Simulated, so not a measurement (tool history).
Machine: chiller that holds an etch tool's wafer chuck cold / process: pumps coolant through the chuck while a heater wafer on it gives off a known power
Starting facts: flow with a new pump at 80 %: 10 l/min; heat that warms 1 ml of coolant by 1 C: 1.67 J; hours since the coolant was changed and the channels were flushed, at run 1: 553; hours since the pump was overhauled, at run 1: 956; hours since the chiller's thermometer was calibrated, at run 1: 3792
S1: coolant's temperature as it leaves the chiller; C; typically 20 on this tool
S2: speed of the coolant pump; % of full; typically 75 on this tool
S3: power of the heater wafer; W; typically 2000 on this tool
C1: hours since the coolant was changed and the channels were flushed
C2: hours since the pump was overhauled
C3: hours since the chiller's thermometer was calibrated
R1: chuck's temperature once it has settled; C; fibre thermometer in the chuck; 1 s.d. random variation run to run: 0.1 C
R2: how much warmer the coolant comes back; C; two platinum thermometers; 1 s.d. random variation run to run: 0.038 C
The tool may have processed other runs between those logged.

Run 1, hour 0.0: usual settings; C1 553; C2 956; C3 3792. Result: R1 39.6 C, R2 8.02 C.
Run 2, hour 28.2: usual settings; C1 581; C2 985; C3 3820. Result: R1 39.6 C, R2 8.05 C.
Run 3, hour 48.5: usual settings; C1 602; C2 1005; C3 3840. Result: R1 39.8 C, R2 8.02 C.
Run 4, hour 64.1: usual settings; C1 617; C2 1021; C3 3856. Result: R1 39.7 C, R2 8.06 C.
Run 5, hour 89.6: usual settings but S3 1789 W; C1 643; C2 1046; C3 3881. Result: R1 37.6 C, R2 7.17 C.
Run 6, hour 102.3: usual settings but S3 1789 W; C1 655; C2 1059; C3 3894. Result: R1 37.7 C, R2 7.14 C.
Run 7, hour 132.3: usual settings; C1 685; C2 1089; C3 3924. Result: R1 39.7 C, R2 8.00 C.
Run 8, hour 149.9: usual settings but S1 25 C; C1 703; C2 1106; C3 3942. Result: R1 44.7 C, R2 7.99 C.
Run 9, hour 166.5: usual settings but S1 25 C; C1 720; C2 1123; C3 3958. Result: R1 44.8 C, R2 8.03 C.
Run 10, hour 183.7: usual settings but S1 25 C; C1 737; C2 1140; C3 3975. Result: R1 44.8 C, R2 8.11 C.
Run 11, hour 210.7: usual settings but S1 25 C; C1 764; C2 1167; C3 4002. Result: R1 44.8 C, R2 8.14 C.
Run 12, hour 231.1: usual settings but S1 12 C; C1 784; C2 1188; C3 4023. Result: R1 31.9 C, R2 8.06 C.
Run 13, hour 258.6: usual settings but S2 63 % of full; C1 812; C2 1215; C3 4050. Result: R1 42.2 C, R2 9.67 C.
Run 14, hour 279.4: usual settings but S2 63 % of full; C1 832; C2 1236; C3 4071. Result: R1 42.0 C, R2 9.77 C.
Run 15, hour 298.7: usual settings but S2 63 % of full; C1 852; C2 1255; C3 4090. Result: R1 42.0 C, R2 9.69 C.
Run 16, hour 317.0: usual settings; C1 870; C2 1274; C3 4109. Result: R1 39.9 C, R2 8.14 C.
Run 17, hour 335.6: usual settings; C1 889; C2 1292; C3 4127. Result: R1 39.9 C, R2 8.18 C.
Run 18, hour 349.7: usual settings but S1 11 C, S3 2131 W; C1 903; C2 1306; C3 4141. Result: R1 32.3 C, R2 8.67 C.
Run 19, hour 365.6: usual settings but S3 2982 W; C1 919; C2 1322; C3 4157. Result: R1 49.5 C, R2 12.13 C.
At hour 373.1: coolant pump overhauled.
Run 20, hour 394.5: usual settings but S1 10 C, S2 71 % of full, S3 1905 W; C1 943; C2 21; C3 4181. Result: R1 30.2 C, R2 8.46 C.
Run 21, hour 410.2: usual settings but S1 10 C, S2 71 % of full, S3 1584 W; C1 958; C2 37; C3 4197. Result: R1 26.9 C, R2 7.08 C.
Run 22, hour 425.1: usual settings but S1 14 C, S2 74 % of full, S3 1308 W; C1 973; C2 52; C3 4212. Result: R1 27.7 C, R2 5.57 C.
Run 23, hour 444.8: usual settings but S1 14 C, S2 74 % of full, S3 1308 W; C1 993; C2 72; C3 4232. Result: R1 27.7 C, R2 5.55 C.
Run 24, hour 467.4: usual settings but S2 66 % of full, S3 1214 W; C1 1015; C2 94; C3 4254. Result: R1 33.7 C, R2 5.87 C.
Run 25, hour 493.1: usual settings but S1 17 C, S2 74 % of full, S3 1214 W; C1 1041; C2 120; C3 4280. Result: R1 29.5 C, R2 5.20 C.
Run 26, hour 520.2: usual settings but S1 15 C, S2 76 % of full, S3 1063 W; C1 1068; C2 147; C3 4307. Result: R1 25.9 C, R2 4.41 C.
Run 27, hour 543.2: usual settings but S1 15 C, S2 76 % of full, S3 1063 W; C1 1091; C2 170; C3 4330. Result: R1 26.1 C, R2 4.42 C.
At hour 551.1: coolant pump overhauled, once more.
Run 28, hour 575.0: usual settings but S1 18 C, S2 61 % of full, S3 2393 W; C1 1118; C2 24; C3 4357. Result: R1 44.4 C, R2 11.47 C.
Run 29, hour 588.9: usual settings but S1 22 C, S2 71 % of full, S3 1452 W; C1 1132; C2 38; C3 4371. Result: R1 36.7 C, R2 5.99 C.
Run 30, hour 610.4: usual settings but S1 24 C, S2 61 % of full, S3 1094 W; C1 1153; C2 59; C3 4392. Result: R1 36.5 C, R2 5.23 C.
Run 31, hour 627.0: usual settings but S1 25 C, S2 61 % of full, S3 1892 W; C1 1170; C2 76; C3 4409. Result: R1 46.1 C, R2 8.96 C.

Subtracting, for every run, the result it would have given without the tool's unlogged condition from the measured result gives the following. The same run-to-run variation enters both numbers; the gauge's scatter may not:
Unlogged tool condition in this case: heat passed by the chuck's channels, % of clean ones'; flow at a given pump speed, % of a new pump's; coolant's true temperature over the reading, C; drift of the gauge itself on chuck_c, C; drift of the gauge itself on warmer_back_c, C.
run    R1     R2
  1  +1.4  +0.33
  2  +1.4  +0.34
  3  +1.4  +0.34
  4  +1.4  +0.34
  5  +1.3  +0.32
  6  +1.4  +0.31
  7  +1.5  +0.36
  8  +1.5  +0.36
  9  +1.5  +0.37
 10  +1.6  +0.37
 11  +1.6  +0.39
 12  +1.6  +0.39
 13  +1.8  +0.47
 14  +1.8  +0.48
 15  +1.9  +0.49
 16  +1.8  +0.41
 17  +1.7  +0.42
 18  +1.9  +0.45
 19  +2.4  +0.64
 20  +2.2  +0.71
 21  +1.9  +0.60
 22  +1.7  +0.48
 23  +1.7  +0.48
 24  +1.7  +0.50
 25  +1.7  +0.45
 26  +1.5  +0.38
 27  +1.5  +0.39
 28  +1.6  +0.05
 29  +1.1  +0.03
 30  +1.1  +0.03
 31  +1.5  +0.05
